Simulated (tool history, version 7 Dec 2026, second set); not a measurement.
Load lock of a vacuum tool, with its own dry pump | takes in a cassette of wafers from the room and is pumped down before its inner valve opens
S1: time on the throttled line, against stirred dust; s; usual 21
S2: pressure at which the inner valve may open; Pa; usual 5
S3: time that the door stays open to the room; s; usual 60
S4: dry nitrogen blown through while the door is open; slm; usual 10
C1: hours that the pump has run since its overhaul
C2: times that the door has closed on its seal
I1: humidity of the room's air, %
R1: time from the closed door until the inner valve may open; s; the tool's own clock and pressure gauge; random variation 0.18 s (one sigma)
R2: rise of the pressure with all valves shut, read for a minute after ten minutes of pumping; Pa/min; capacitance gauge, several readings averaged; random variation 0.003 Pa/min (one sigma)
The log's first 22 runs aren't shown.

| run | hour | S1 | S2 | S3 | S4 | C1 | C2 | I1 | R1 | R2 |
|---|---|---|---|---|---|---|---|---|---|---|
| 23 | 10188.0 | 18 | 5 | 60 | 17 | 22502 | 58964 | 44.2 | 33.0 | 0.240 |
| 24 | 10624.7 | 18 | 5 | 60 | 17 | 22939 | 60434 | 39.8 | 33.2 | 0.244 |
| 25 | 11155.0 | 32 | 5 | 31 | 5 | 23469 | 62219 | 47.3 | 45.4 | 0.260 |
| 26 | 11647.7 | 32 | 5 | 31 | 5 | 23962 | 63878 | 40.9 | 45.0 | 0.271 |
| 27 | 12230.5 | 32 | 5 | 31 | 5 | 24544 | 65840 | 43.8 | 45.3 | 0.284 |
|  | 12338.3 | dry pump taken out, an overhauled one fitted |
| 28 | 12578.6 | 32 | 7 | 41 | 5 | 240 | 66992 | 42.7 | 42.9 | 0.295 |
| 29 | 13192.3 | 32 | 7 | 41 | 5 | 854 | 69058 | 45.3 | 42.8 | 0.309 |
| 30 | 13596.7 | 32 | 7 | 41 | 5 | 1258 | 70419 | 45.6 | 43.0 | 0.312 |
| 31 | 13968.0 | 25 | 9 | 100 | 8 | 1630 | 71669 | 42.7 | 36.3 | 0.335 |
| 32 | 14348.7 | 17 | 4 | 199 | 6 | 2010 | 72951 | 45.6 | 30.6 | 0.373 |
| 33 | 14628.1 | 17 | 4 | 199 | 4 | 2290 | 73891 | 44.1 | 30.6 | 0.382 |
|  | 14660.5 | door's seal changed, seat wiped |
| 34 | 15051.7 | 21 | 7 | 60 | 10 | 2712 | 1317 | 47.0 | 33.3 | 0.047 |
| 35 | 15441.2 | 21 | 7 | 60 | 10 | 3101 | 2629 | 42.8 | 33.3 | 0.046 |
| 36 | 15937.7 | 17 | 8 | 78 | 12 | 3598 | 4300 | 46.1 | 30.0 | 0.058 |
| 37 | 16502.5 | 13 | 5 | 47 | 41 | 4163 | 6201 | 44.3 | 27.1 | 0.031 |
| 38 | 16769.7 | 13 | 5 | 47 | 41 | 4430 | 7101 | 45.5 | 27.2 | 0.033 |

3 ways to go on from here, each from the tool as it stands after run 38. What would each give?
| A | 17197.5 | 40 | 8 | 47 | 32 | 4858 | 8541 | 44.4 | ? | ? |
| B | 17197.5 | 13 | 5 | 26 | 41 | 4858 | 8541 | 43.1 | ? | ? |
| C | 17197.5 | 21 | 5 | 36 | 10 | 4858 | 8541 | 46.9 | ? | ? |

| run | R1 | R2 |
|---|---|---|
| A | 49.8 | 0.039 |
| B | 27.2 | 0.036 |
| C | 33.9 | 0.049 |
Without the tool's hidden state the same runs would have given:
| run | R1 | R2 |
|---|---|---|
| A | 49.4 | 0.028 |
| B | 26.6 | 0.024 |
| C | 33.4 | 0.038 |

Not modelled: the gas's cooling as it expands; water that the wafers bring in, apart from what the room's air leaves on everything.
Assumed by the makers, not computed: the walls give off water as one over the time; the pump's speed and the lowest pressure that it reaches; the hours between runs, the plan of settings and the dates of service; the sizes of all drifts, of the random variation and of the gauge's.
